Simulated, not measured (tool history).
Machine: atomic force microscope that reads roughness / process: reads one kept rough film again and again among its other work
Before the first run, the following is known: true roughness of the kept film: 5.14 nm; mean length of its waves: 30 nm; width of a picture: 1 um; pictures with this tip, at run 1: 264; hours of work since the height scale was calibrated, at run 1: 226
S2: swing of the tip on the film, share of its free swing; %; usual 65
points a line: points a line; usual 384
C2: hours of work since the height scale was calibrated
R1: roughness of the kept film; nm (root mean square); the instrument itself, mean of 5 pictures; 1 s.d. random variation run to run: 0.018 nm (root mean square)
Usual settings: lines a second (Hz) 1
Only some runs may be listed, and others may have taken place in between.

run 1 hour=0 | lines_a_second_(Hz)=1 S2=65 points_a_line=384 | pictures_with_this_tip=264 C2=226 | R1=3.082
-- hour=26.2 new tip fitted
run 2 hour=41.5 | lines_a_second_(Hz)=1 S2=65 points_a_line=384 | pictures_with_this_tip=15 C2=243 | R1=4.223
run 3 hour=61.7 | lines_a_second_(Hz)=1 S2=65 points_a_line=384 | pictures_with_this_tip=36 C2=251 | R1=4.103
run 4 hour=98.4 | lines_a_second_(Hz)=1 S2=65 points_a_line=384 | pictures_with_this_tip=74 C2=266 | R1=3.848
run 5 hour=124.1 | lines_a_second_(Hz)=1 S2=65 points_a_line=384 | pictures_with_this_tip=100 C2=276 | R1=3.695
run 6 hour=150.9 | lines_a_second_(Hz)=1 S2=65 points_a_line=384 | pictures_with_this_tip=127 C2=287 | R1=3.586
run 7 hour=186.3 | lines_a_second_(Hz)=1 S2=65 points_a_line=384 | pictures_with_this_tip=163 C2=301 | R1=3.452
run 8 hour=210 | lines_a_second_(Hz)=1 S2=65 points_a_line=384 | pictures_with_this_tip=188 C2=311 | R1=3.33
run 9 hour=236.3 | lines_a_second_(Hz)=1 S2=65 points_a_line=384 | pictures_with_this_tip=215 C2=321 | R1=3.223
run 10 hour=253.3 | lines_a_second_(Hz)=1 S2=65 points_a_line=384 | pictures_with_this_tip=232 C2=328 | R1=3.179
run 11 hour=281.9 | lines_a_second_(Hz)=1 S2=65 points_a_line=384 | pictures_with_this_tip=261 C2=340 | R1=3.086
-- hour=310.5 new tip fitted
run 12 hour=315.4 | lines_a_second_(Hz)=1 S2=65 points_a_line=384 | pictures_with_this_tip=5 C2=353 | R1=4.287
run 13 hour=348.2 | lines_a_second_(Hz)=1 S2=65 points_a_line=384 | pictures_with_this_tip=39 C2=366 | R1=4.093
run 14 hour=372.4 | lines_a_second_(Hz)=1 S2=65 points_a_line=384 | pictures_with_this_tip=63 C2=376 | R1=3.921
run 15 hour=401.5 | lines_a_second_(Hz)=3.38 S2=65 points_a_line=384 | pictures_with_this_tip=93 C2=388 | R1=3.633
run 16 hour=431.9 | lines_a_second_(Hz)=3.38 S2=65 points_a_line=384 | pictures_with_this_tip=124 C2=400 | R1=3.485
run 17 hour=462.7 | lines_a_second_(Hz)=3.38 S2=65 points_a_line=384 | pictures_with_this_tip=156 C2=413 | R1=3.35
run 18 hour=488.7 | lines_a_second_(Hz)=1 S2=65 points_a_line=384 | pictures_with_this_tip=182 C2=423 | R1=3.37
run 19 hour=524 | lines_a_second_(Hz)=0.99 S2=65 points_a_line=384 | pictures_with_this_tip=218 C2=437 | R1=3.214
run 20 hour=553.1 | lines_a_second_(Hz)=0.99 S2=65 points_a_line=384 | pictures_with_this_tip=248 C2=449 | R1=3.096
run 21 hour=572.6 | lines_a_second_(Hz)=1 S2=65 points_a_line=384 | pictures_with_this_tip=268 C2=457 | R1=3.052
-- hour=594.3 new tip fitted
run 22 hour=612.8 | lines_a_second_(Hz)=1 S2=65 points_a_line=384 | pictures_with_this_tip=19 C2=473 | R1=4.193
run 23 hour=638.4 | lines_a_second_(Hz)=1 S2=65 points_a_line=384 | pictures_with_this_tip=45 C2=484 | R1=4.055
run 24 hour=664.3 | lines_a_second_(Hz)=1 S2=65 points_a_line=384 | pictures_with_this_tip=71 C2=494 | R1=3.922
run 25 hour=681.3 | lines_a_second_(Hz)=1 S2=65 points_a_line=384 | pictures_with_this_tip=89 C2=501 | R1=3.814
run 26 hour=720.8 | lines_a_second_(Hz)=1 S2=65 points_a_line=384 | pictures_with_this_tip=129 C2=517 | R1=3.605
run 27 hour=755.7 | lines_a_second_(Hz)=1.13 S2=65 points_a_line=689 | pictures_with_this_tip=165 C2=531 | R1=3.477
run 28 hour=794 | lines_a_second_(Hz)=1.13 S2=65 points_a_line=689 | pictures_with_this_tip=204 C2=546 | R1=3.309
run 29 hour=834.9 | lines_a_second_(Hz)=1 S2=65 points_a_line=869 | pictures_with_this_tip=246 C2=563 | R1=3.163
run 30 hour=853.2 | lines_a_second_(Hz)=0.58 S2=89 points_a_line=854 | pictures_with_this_tip=265 C2=570 | R1=3.052
-- hour=879.1 new tip fitted
run 31 hour=882.9 | lines_a_second_(Hz)=0.58 S2=89 points_a_line=854 | pictures_with_this_tip=3 C2=582 | R1=4.253
run 32 hour=913.1 | lines_a_second_(Hz)=0.64 S2=64 points_a_line=747 | pictures_with_this_tip=34 C2=594 | R1=4.182
run 33 hour=939.6 | lines_a_second_(Hz)=0.64 S2=64 points_a_line=747 | pictures_with_this_tip=61 C2=605 | R1=4.022
run 34 hour=963.6 | lines_a_second_(Hz)=2.71 S2=74 points_a_line=384 | pictures_with_this_tip=86 C2=615 | R1=3.616
run 35 hour=998.8 | lines_a_second_(Hz)=1 S2=84 points_a_line=294 | pictures_with_this_tip=122 C2=629 | R1=3.514
run 36 hour=1027.3 | lines_a_second_(Hz)=1 S2=84 points_a_line=294 | pictures_with_this_tip=151 C2=640 | R1=3.397
run 37 hour=1056.9 | lines_a_second_(Hz)=2.67 S2=78 points_a_line=384 | pictures_with_this_tip=181 C2=652 | R1=3.148
run 38 hour=1096.1 | lines_a_second_(Hz)=1 S2=68 points_a_line=410 | pictures_with_this_tip=222 C2=668 | R1=3.191
run 39 hour=1119.8 | lines_a_second_(Hz)=0.55 S2=72 points_a_line=384 | pictures_with_this_tip=246 C2=678 | R1=3.144
run 40 hour=1161 | lines_a_second_(Hz)=1.11 S2=65 points_a_line=943 | pictures_with_this_tip=288 C2=694 | R1=3.01
-- hour=1165.1 new tip fitted
run 41 hour=1192.1 | lines_a_second_(Hz)=1.11 S2=60 points_a_line=755 | pictures_with_this_tip=27 C2=707 | R1=4.222
run 42 hour=1221.4 | lines_a_second_(Hz)=1.11 S2=72 points_a_line=746 | pictures_with_this_tip=57 C2=719 | R1=3.975
run 43 hour=1253.2 | lines_a_second_(Hz)=1.11 S2=72 points_a_line=746 | pictures_with_this_tip=90 C2=731 | R1=3.822
run 44 hour=1281.3 | lines_a_second_(Hz)=1.11 S2=57 points_a_line=746 | pictures_with_this_tip=118 C2=743 | R1=3.749
run 45 hour=1303 | lines_a_second_(Hz)=1.39 S2=56 points_a_line=573 | pictures_with_this_tip=141 C2=752 | R1=3.603
run 46 hour=1334 | lines_a_second_(Hz)=1.39 S2=56 points_a_line=573 | pictures_with_this_tip=172 C2=764 | R1=3.485

For each run, the measured value with the value that run would have given without the tool's hidden condition subtracted. The run-to-run variation is shared by both, the gauge scatter possibly not:
Hidden state present: radius of the tip, nm; height scale over the true one, %; drift of the gauge itself on roughness_nm, %.
run=1 R1=-1.264
run=2 R1=-0.103
run=3 R1=-0.251
run=4 R1=-0.474
run=5 R1=-0.592
run=6 R1=-0.727
run=7 R1=-0.909
run=8 R1=-0.999
run=9 R1=-1.084
run=10 R1=-1.147
run=11 R1=-1.263
run=12 R1=-0.055
run=13 R1=-0.261
run=14 R1=-0.39
run=15 R1=-0.53
run=16 R1=-0.666
run=17 R1=-0.825
run=18 R1=-0.967
run=19 R1=-1.12
run=20 R1=-1.219
run=21 R1=-1.298
run=22 R1=-0.116
run=23 R1=-0.279
run=24 R1=-0.419
run=25 R1=-0.513
run=26 R1=-0.71
run=27 R1=-0.873
run=28 R1=-1.048
run=29 R1=-1.195
run=30 R1=-1.24
run=31 R1=+0.003
run=32 R1=-0.219
run=33 R1=-0.37
run=34 R1=-0.463
run=35 R1=-0.661
run=36 R1=-0.787
run=37 R1=-0.865
run=38 R1=-1.102
run=39 R1=-1.192
run=40 R1=-1.347
run=41 R1=-0.139
run=42 R1=-0.304
run=43 R1=-0.494
run=44 R1=-0.644
run=45 R1=-0.736
run=46 R1=-0.883

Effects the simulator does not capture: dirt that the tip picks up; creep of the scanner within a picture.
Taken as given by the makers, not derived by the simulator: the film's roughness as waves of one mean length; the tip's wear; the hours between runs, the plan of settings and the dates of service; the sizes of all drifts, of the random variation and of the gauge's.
